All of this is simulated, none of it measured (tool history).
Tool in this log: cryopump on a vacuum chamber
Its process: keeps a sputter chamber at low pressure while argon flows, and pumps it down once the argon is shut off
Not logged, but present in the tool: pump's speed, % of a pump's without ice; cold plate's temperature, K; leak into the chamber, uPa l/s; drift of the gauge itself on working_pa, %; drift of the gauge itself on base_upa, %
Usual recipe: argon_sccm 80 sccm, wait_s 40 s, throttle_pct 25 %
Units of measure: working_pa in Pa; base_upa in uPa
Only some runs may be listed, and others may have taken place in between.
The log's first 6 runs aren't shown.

run	hour	argon_sccm	wait_s	throttle_pct	hours of work since the pump was warmed up and emptied	hours of work since the cold head was overhauled	hours of work since the chamber's fittings were tightened	working_pa	base_upa
7	414.3	55	40	25	121	2628	1022	0.1883	3.22
# hour 466.8: leaking fittings of the chamber tightened, without venting
8	489.9	113	40	25	171	2679	16	0.3953	1.36
9	562.3	113	32	25	221	2729	66	0.4033	1.67
10	638.3	80	40	25	273	2781	118	0.2908	1.61
11	694.5	80	40	25	312	2819	156	0.3000	1.77
# hour 736.8: pump warmed up, emptied and cooled again
12	785.7	80	40	25	34	2879	216	0.2668	1.64
13	848.0	80	20	25	76	2921	258	0.2741	2.93
14	892.8	148	40	25	107	2952	289	0.5045	1.87
15	931.8	148	40	25	134	2979	316	0.5188	1.99
16	993.1	148	40	25	176	3021	358	0.5227	2.04
17	1066.6	148	40	25	227	3072	409	0.5268	2.28
18	1141.3	148	40	25	278	3123	460	0.5426	2.58
19	1206.2	80	40	47	322	3168	505	0.1759	2.70
# hour 1235.4: pump warmed up, emptied and cooled again
20	1291.1	80	40	47	38	3222	559	0.1461	2.32
21	1348.0	41	61	16	77	3261	598	0.2160	2.11
22	1390.0	56	91	30	106	3290	627	0.1626	1.91
23	1462.7	56	91	30	156	3340	677	0.1669	2.11

What will run 24 give?
24	1514.5	62	91	27	192	3376	713	?	?

{"run 24": {"working_pa": 0.2058, "base_upa": 2.36}}
With no hidden state in the tool, this same run would have given working_pa 0.1907 Pa, base_upa 0.65 uPa.
